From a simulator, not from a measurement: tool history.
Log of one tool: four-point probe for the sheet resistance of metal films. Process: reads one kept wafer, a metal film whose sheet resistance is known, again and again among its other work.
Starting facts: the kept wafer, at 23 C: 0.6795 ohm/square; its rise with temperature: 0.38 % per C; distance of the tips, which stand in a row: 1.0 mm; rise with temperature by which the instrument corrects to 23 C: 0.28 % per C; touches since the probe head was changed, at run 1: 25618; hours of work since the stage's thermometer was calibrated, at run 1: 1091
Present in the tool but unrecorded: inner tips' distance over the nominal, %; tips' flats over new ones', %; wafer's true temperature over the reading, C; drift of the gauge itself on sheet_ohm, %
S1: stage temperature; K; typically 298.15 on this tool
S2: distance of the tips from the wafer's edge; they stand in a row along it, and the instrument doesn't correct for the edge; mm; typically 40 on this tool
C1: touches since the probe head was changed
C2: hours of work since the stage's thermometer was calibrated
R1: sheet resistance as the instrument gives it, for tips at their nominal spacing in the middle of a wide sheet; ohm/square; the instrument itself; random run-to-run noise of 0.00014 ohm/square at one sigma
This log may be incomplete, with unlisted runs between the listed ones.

run   hour      S1  S2     C1    C2        R1
  1      0  298.15  40  25618  1091  0.684281
  2  125.7  298.15  40  30047  1164  0.684568
  3  200.7  298.15  40  32689  1208  0.684643
  4  270.4  298.15  40  35147  1248  0.684721
  5  360.4  298.15  40  38318  1301  0.684784
  6  443.1  298.15   7  41231  1349  0.692448
  7  579.1  298.15  40  46024  1428  0.685483
  8  707.8  298.15  40  50558  1503  0.685586
     826.3  -- stage's thermometer calibrated
  9  836.7  298.15  40  55084     6  0.687062
 10  908.6  299.15   4  57615    48  0.710397
 11   1041  308.15   9  62284   125  0.698901

Predict the results of run 12:
 12  1171.2  308.15  57  66869  201   ?

{"run 12": {"R1": 0.694554}}
Minus the tool's unlogged condition, the same run would have read R1 0.688004 ohm/square.

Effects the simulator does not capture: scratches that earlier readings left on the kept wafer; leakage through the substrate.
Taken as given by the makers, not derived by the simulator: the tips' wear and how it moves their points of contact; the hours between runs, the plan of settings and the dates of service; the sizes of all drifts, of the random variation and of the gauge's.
